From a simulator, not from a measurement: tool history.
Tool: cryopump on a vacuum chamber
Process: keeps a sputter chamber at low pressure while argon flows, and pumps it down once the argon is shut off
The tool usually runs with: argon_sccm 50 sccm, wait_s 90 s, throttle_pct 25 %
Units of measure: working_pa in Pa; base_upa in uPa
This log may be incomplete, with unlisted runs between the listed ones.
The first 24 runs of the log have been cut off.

run     day  argon_sccm  wait_s  throttle_pct  working_pa  base_upa
 25  12.554          50      48            42      0.1398      2.53
 26  13.175          50      48            42      0.1414      2.58
 27  13.738          50      48            42      0.1412      2.52
 28  14.096          62      68            16      0.4195      2.12
 29  14.496          62      68            16      0.4178      2.11
 30  15.054          62      68            16      0.4213      2.17
 31  15.638          95      71            25      0.4335      2.12
 32  16.233          95      77            25      0.4337      2.02

Here are 3 independent what-if runs from the current tool condition. What would each one return?
  A  16.829          68     103            31           ?         ?
  B  16.829          24     192            25           ?         ?
  C  16.829          98      90            29           ?         ?

run  working_pa  base_upa
  A      0.2586      1.80
  B      0.1097      1.46
  C      0.3980      1.92
Without the tool's hidden state the same runs would have given:
run  working_pa  base_upa
  A      0.2214      0.96
  B      0.0966      0.63
  C      0.3440      1.07

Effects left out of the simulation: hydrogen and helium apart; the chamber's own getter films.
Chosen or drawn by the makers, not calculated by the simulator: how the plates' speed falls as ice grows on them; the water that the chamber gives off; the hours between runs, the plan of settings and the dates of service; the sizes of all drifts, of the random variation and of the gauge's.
